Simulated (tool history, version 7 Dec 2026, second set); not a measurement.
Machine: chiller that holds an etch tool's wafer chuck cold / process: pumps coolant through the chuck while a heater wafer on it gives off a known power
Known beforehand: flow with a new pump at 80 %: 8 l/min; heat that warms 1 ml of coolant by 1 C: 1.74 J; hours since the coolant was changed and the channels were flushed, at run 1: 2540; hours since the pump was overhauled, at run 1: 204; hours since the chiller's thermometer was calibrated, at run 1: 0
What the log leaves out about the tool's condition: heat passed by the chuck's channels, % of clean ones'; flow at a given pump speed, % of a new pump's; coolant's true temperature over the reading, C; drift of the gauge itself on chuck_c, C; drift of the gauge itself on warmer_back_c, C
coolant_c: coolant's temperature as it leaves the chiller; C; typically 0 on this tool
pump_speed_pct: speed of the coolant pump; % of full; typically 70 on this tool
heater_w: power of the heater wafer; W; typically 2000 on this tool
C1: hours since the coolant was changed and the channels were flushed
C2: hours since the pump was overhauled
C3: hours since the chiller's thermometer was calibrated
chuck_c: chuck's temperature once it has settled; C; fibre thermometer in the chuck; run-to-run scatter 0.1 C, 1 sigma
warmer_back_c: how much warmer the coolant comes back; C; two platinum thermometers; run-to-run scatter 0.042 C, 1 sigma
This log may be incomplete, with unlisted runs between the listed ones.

{"run": 1, "hour": 0.0, "coolant_c": 0, "pump_speed_pct": 70, "heater_w": 2000, "C1": 2540, "C2": 204, "C3": 0, "chuck_c": 16.4, "warmer_back_c": 10.01}
{"run": 2, "hour": 117.1, "coolant_c": 0, "pump_speed_pct": 70, "heater_w": 2000, "C1": 2657, "C2": 321, "C3": 117, "chuck_c": 16.3, "warmer_back_c": 9.88}
{"run": 3, "hour": 177.2, "coolant_c": 0, "pump_speed_pct": 70, "heater_w": 2000, "C1": 2717, "C2": 381, "C3": 177, "chuck_c": 16.4, "warmer_back_c": 10.02}
{"run": 4, "hour": 286.8, "coolant_c": 0, "pump_speed_pct": 70, "heater_w": 2000, "C1": 2826, "C2": 491, "C3": 287, "chuck_c": 16.3, "warmer_back_c": 10.01}
{"run": 5, "hour": 352.2, "coolant_c": 0, "pump_speed_pct": 70, "heater_w": 2000, "C1": 2892, "C2": 556, "C3": 352, "chuck_c": 16.4, "warmer_back_c": 10.06}
{"run": 6, "hour": 477.7, "coolant_c": 0, "pump_speed_pct": 70, "heater_w": 2000, "C1": 3017, "C2": 682, "C3": 478, "chuck_c": 16.4, "warmer_back_c": 10.24}
{"run": 7, "hour": 549.4, "coolant_c": -5, "pump_speed_pct": 70, "heater_w": 2000, "C1": 3089, "C2": 753, "C3": 549, "chuck_c": 11.3, "warmer_back_c": 10.26}
{"run": 8, "hour": 636.2, "coolant_c": -5, "pump_speed_pct": 70, "heater_w": 2000, "C1": 3176, "C2": 840, "C3": 636, "chuck_c": 11.3, "warmer_back_c": 10.13}
{"run": 9, "hour": 707.4, "coolant_c": -5, "pump_speed_pct": 70, "heater_w": 2000, "C1": 3247, "C2": 912, "C3": 707, "chuck_c": 11.4, "warmer_back_c": 10.26}
{"run": 10, "hour": 812.6, "coolant_c": -5, "pump_speed_pct": 70, "heater_w": 2000, "C1": 3352, "C2": 1017, "C3": 813, "chuck_c": 11.5, "warmer_back_c": 10.3}
{"run": 11, "hour": 887.8, "coolant_c": -5, "pump_speed_pct": 70, "heater_w": 2000, "C1": 3427, "C2": 1092, "C3": 888, "chuck_c": 11.3, "warmer_back_c": 10.36}
{"run": 12, "hour": 955.4, "coolant_c": -5, "pump_speed_pct": 70, "heater_w": 2000, "C1": 3495, "C2": 1160, "C3": 955, "chuck_c": 11.3, "warmer_back_c": 10.39}
{"run": 13, "hour": 1071.3, "coolant_c": 0, "pump_speed_pct": 70, "heater_w": 2000, "C1": 3611, "C2": 1275, "C3": 1071, "chuck_c": 16.3, "warmer_back_c": 10.45}
{"hour": 1128.1, "done": "gauge calibrated"}
{"run": 14, "hour": 1128.1, "coolant_c": 0, "pump_speed_pct": 70, "heater_w": 2000, "C1": 3668, "C2": 1332, "C3": 1128, "chuck_c": 16.4, "warmer_back_c": 9.91}
{"run": 15, "hour": 1214.1, "coolant_c": 0, "pump_speed_pct": 92, "heater_w": 1297, "C1": 3754, "C2": 1418, "C3": 1214, "chuck_c": 8.1, "warmer_back_c": 4.86}
{"run": 16, "hour": 1318.0, "coolant_c": 2, "pump_speed_pct": 70, "heater_w": 2000, "C1": 3858, "C2": 1522, "C3": 1318, "chuck_c": 18.4, "warmer_back_c": 10.11}
{"run": 17, "hour": 1438.8, "coolant_c": 0, "pump_speed_pct": 92, "heater_w": 1758, "C1": 3978, "C2": 1643, "C3": 1439, "chuck_c": 11.2, "warmer_back_c": 6.62}
{"run": 18, "hour": 1517.6, "coolant_c": 0, "pump_speed_pct": 92, "heater_w": 1758, "C1": 4057, "C2": 1722, "C3": 1518, "chuck_c": 11, "warmer_back_c": 6.66}

What will run 19 give?
{"run": 19, "hour": 1604.2, "coolant_c": 0, "pump_speed_pct": 91, "heater_w": 1223, "C1": 4144, "C2": 1808, "C3": 1604, "chuck_c": "?", "warmer_back_c": "?"}

chuck_c: 7.7 C
warmer_back_c: 4.78 C
Without the tool's hidden state the same run would have given chuck_c 7.7 C, warmer_back_c 4.57 C.
